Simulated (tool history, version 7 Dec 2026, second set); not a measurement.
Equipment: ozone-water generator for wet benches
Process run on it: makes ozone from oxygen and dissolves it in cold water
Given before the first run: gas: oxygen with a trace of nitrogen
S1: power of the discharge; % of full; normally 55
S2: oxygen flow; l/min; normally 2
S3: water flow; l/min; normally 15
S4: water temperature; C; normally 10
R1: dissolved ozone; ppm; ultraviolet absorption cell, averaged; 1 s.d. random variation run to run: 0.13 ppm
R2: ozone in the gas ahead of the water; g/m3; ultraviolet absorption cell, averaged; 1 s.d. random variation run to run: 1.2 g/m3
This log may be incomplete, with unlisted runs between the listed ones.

run	hour	S1	S2	S3	S4	R1	R2
1	0	55	2	15	10	14.4	226.5
2	94.6	55	2	15	10	14.6	224.3
3	218.8	55	2	12	10	18.8	226.1
4	427.1	55	2	12	10	18.6	222.9
5	613.8	55	2	12	10	18.6	223.4
# hour 752.9: contactor cleaned
6	791.2	55	2	12	10	18.7	221.2
7	1020.7	55	2	12	10	18.4	224.2
8	1169.4	55	2	12	10	18.8	222.6
9	1297.3	55	2	12	10	18.8	221.4
10	1505.1	55	1.32	15	10	13.5	290.6
11	1656.8	55	1.32	15	10	13.5	290.1
# hour 1727: water thermometer calibrated
12	1854	50	2.44	15	8	14.4	184.6
13	2081.2	41	2	14	10	13.3	187.1
14	2206.3	55	1.22	15	5	13.9	299.2
15	2409.5	55	2	14	10	16	223.1
16	2508	55	2	14	10	15.9	222.5
17	2640.9	48	1.88	15	10	13.1	212
18	2862.3	48	1.88	15	10	13.5	211
19	3081	48	1.88	15	10	13.3	211.9
20	3286	100	1.17	9	8	34.5	442.9
21	3398.6	41	1.02	9	14	19.1	279.2
22	3560.2	55	1.26	15	5	13.8	292.9

What if the next run were any one of these 4? Each begins from the tool's condition after run 22:
A	3665.9	55	2	15	10	?	?
B	3665.9	59	2	17	17	?	?
C	3665.9	79	1.78	10	10	?	?
D	3665.9	88	2	15	10	?	?

run	R1	R2
A	14.5	222.4
B	12.5	231.6
C	28.2	297.9
D	19.5	293.2
Had the tool no hidden state, the same runs would have come out as:
run	R1	R2
A	14.5	226.8
B	12.6	236.2
C	28.3	303.8
D	19.5	299
